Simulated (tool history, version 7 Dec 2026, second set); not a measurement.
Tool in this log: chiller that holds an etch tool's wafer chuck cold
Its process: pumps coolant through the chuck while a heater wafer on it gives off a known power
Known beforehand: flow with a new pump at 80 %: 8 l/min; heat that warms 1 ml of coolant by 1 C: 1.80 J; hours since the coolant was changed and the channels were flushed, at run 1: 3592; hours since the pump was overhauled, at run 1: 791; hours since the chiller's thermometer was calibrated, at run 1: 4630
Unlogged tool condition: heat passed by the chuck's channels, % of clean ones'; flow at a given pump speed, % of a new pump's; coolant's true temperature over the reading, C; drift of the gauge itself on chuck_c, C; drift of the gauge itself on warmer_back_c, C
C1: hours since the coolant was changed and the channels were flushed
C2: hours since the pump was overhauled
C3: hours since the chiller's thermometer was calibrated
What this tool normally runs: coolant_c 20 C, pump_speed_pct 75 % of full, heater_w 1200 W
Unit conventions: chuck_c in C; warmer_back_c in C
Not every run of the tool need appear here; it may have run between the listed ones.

Run 1, hour 0.0: usual settings; C1 3592; C2 791; C3 4630. Result: chuck_c 32.0 C, warmer_back_c 5.34 C.
Run 2, hour 29.2: usual settings; C1 3621; C2 820; C3 4659. Result: chuck_c 32.0 C, warmer_back_c 5.31 C.
Run 3, hour 48.7: usual settings; C1 3640; C2 840; C3 4679. Result: chuck_c 32.2 C, warmer_back_c 5.31 C.
Run 4, hour 86.9: usual settings but heater_w 1615 W; C1 3679; C2 878; C3 4717. Result: chuck_c 36.3 C, warmer_back_c 7.15 C.
Run 5, hour 130.1: usual settings but heater_w 1615 W; C1 3722; C2 921; C3 4760. Result: chuck_c 36.3 C, warmer_back_c 7.19 C.
Run 6, hour 170.9: usual settings but heater_w 705 W; C1 3763; C2 962; C3 4801. Result: chuck_c 26.6 C, warmer_back_c 3.13 C.
Run 7, hour 191.4: usual settings; C1 3783; C2 982; C3 4822. Result: chuck_c 31.9 C, warmer_back_c 5.34 C.
Run 8, hour 236.9: usual settings; C1 3828; C2 1028; C3 4867. Result: chuck_c 32.1 C, warmer_back_c 5.34 C.
Run 9, hour 275.7: usual settings but coolant_c 23 C, pump_speed_pct 88 % of full; C1 3867; C2 1067; C3 4906. Result: chuck_c 33.8 C, warmer_back_c 4.51 C.
Run 10, hour 308.3: usual settings but pump_speed_pct 64 % of full, heater_w 1239 W; C1 3900; C2 1099; C3 4938. Result: chuck_c 34.1 C, warmer_back_c 6.50 C.
Run 11, hour 346.9: usual settings but pump_speed_pct 64 % of full, heater_w 1239 W; C1 3938; C2 1138; C3 4977. Result: chuck_c 33.8 C, warmer_back_c 6.52 C.
Run 12, hour 381.3: usual settings but pump_speed_pct 66 % of full; C1 3973; C2 1172; C3 5011. Result: chuck_c 33.3 C, warmer_back_c 6.12 C.
Run 13, hour 414.5: usual settings but coolant_c 10 C, heater_w 1064 W; C1 4006; C2 1205; C3 5045. Result: chuck_c 20.8 C, warmer_back_c 4.74 C.

Consider 4 possible next runs. They are alternatives, not a sequence: every one starts from the tool as it was left by run 13. What does each give?
Run A, hour 447.6: usual settings but coolant_c 10 C, pump_speed_pct 70 % of full, heater_w 1064 W; C1 4039; C2 1239; C3 5078. Result: chuck_c ?, warmer_back_c ?.
Run B, hour 447.6: usual settings but heater_w 840 W; C1 4039; C2 1239; C3 5078. Result: chuck_c ?, warmer_back_c ?.
Run C, hour 447.6: usual settings but coolant_c 14 C, pump_speed_pct 93 % of full; C1 4039; C2 1239; C3 5078. Result: chuck_c ?, warmer_back_c ?.
Run D, hour 447.6: usual settings but coolant_c 25 C, heater_w 1064 W; C1 4039; C2 1239; C3 5078. Result: chuck_c ?, warmer_back_c ?.

run  chuck_c  warmer_back_c
  A     21.4           5.11
  B     28.3           3.76
  C     24.5           4.33
  D     35.6           4.73
With no hidden state in the tool, these same runs would have given:
run  chuck_c  warmer_back_c
  A     20.9           5.09
  B     28.1           3.74
  C     24.1           4.31
  D     35.2           4.71
